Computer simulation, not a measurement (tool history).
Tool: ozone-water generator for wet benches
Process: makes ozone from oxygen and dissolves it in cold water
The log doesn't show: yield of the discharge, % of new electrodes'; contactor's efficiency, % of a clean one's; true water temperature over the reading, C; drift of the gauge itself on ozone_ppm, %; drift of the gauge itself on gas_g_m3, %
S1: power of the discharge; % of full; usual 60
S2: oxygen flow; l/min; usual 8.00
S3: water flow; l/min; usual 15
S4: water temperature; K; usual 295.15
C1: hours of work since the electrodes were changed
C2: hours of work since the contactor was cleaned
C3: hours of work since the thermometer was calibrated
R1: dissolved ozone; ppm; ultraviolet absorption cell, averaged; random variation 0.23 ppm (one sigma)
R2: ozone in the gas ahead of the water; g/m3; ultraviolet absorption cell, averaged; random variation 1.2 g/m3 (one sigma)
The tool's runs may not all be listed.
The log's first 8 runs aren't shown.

run    hour  S1     S2  S3      S4    C1    C2    C3    R1     R2
  9   742.9  92   8.00  15  295.15  2232  3018  1887  39.7  270.0
 10   807.8  92   8.00  15  295.15  2282  3069  1937  39.7  265.8
 11   863.3  60   8.00  14  295.15  2325  3112  1980  32.9  219.0
 12   994.2  60   4.71  14  295.15  2427  3213  2081  38.1  308.5
 13  1060.1  60   4.71  14  295.15  2477  3264  2132  38.3  308.7
 14  1167.5  60   4.71  14  295.15  2561  3347  2215  38.0  307.5
 15  1222.0  60   8.00  15  295.15  2603  3389  2258  31.9  217.5
 16  1329.8  60   4.15  15  295.15  2686  3473  2341  37.5  333.8
 17  1456.4  57   7.72   9  290.15  2784  3571  2439  43.7  215.8
 18  1575.5  53   9.50  13  288.15  2877  3663  2531  34.9  181.8
 19  1679.8  60   8.00  15  291.15  2957  3744  2612  33.9  216.5
 20  1752.4  60   8.00  15  291.15  3014  3800  2668  33.9  216.2
     1764.2  -- water thermometer calibrated
 21  1819.2  79   4.12  16  291.15  3065  3852    43  42.5  380.6
 22  1889.8  79   4.12  16  291.15  3120  3906    97  42.7  378.7
     1980.9  -- contactor cleaned
 23  2010.1  79   4.12  16  291.15  3210    23   187  42.6  376.4
 24  2072.1  96   4.12  19  298.15  3258    71   235  37.8  413.0
 25  2163.6  96   4.12  19  298.15  3329   142   306  37.3  414.4
 26  2292.7  44   6.36  19  298.15  3429   241   406  23.8  214.2
 27  2354.5  44   6.36  19  298.15  3476   289   454  23.6  215.1
 28  2418.7  65  13.15  15  295.15  3526   339   504  27.1  160.4
 29  2488.5  60   5.97  15  289.15  3580   393   558  37.8  257.1
     2517.2  -- water thermometer calibrated, once more
 30  2617.5  60   5.97  15  289.15  3680   493    78  38.4  256.6
 31  2693.5  41  11.61  12  302.15  3738   551   137  21.1  138.4

Forecast each of these 3 alternatives for the next run:
  A  2755.2  41  11.61  12  294.15  3786  599  184   ?   ?
  B  2755.2  65   8.00  15  295.15  3786  599  184   ?   ?
  C  2755.2  96  11.61  16  302.15  3786  599  184   ?   ?

run    R1     R2
  A  25.7  140.4
  B  32.9  221.5
  C  28.3  208.8
Without the tool's hidden state the same runs would have given:
run    R1     R2
  A  27.2  148.3
  B  35.5  237.8
  C  31.0  227.3
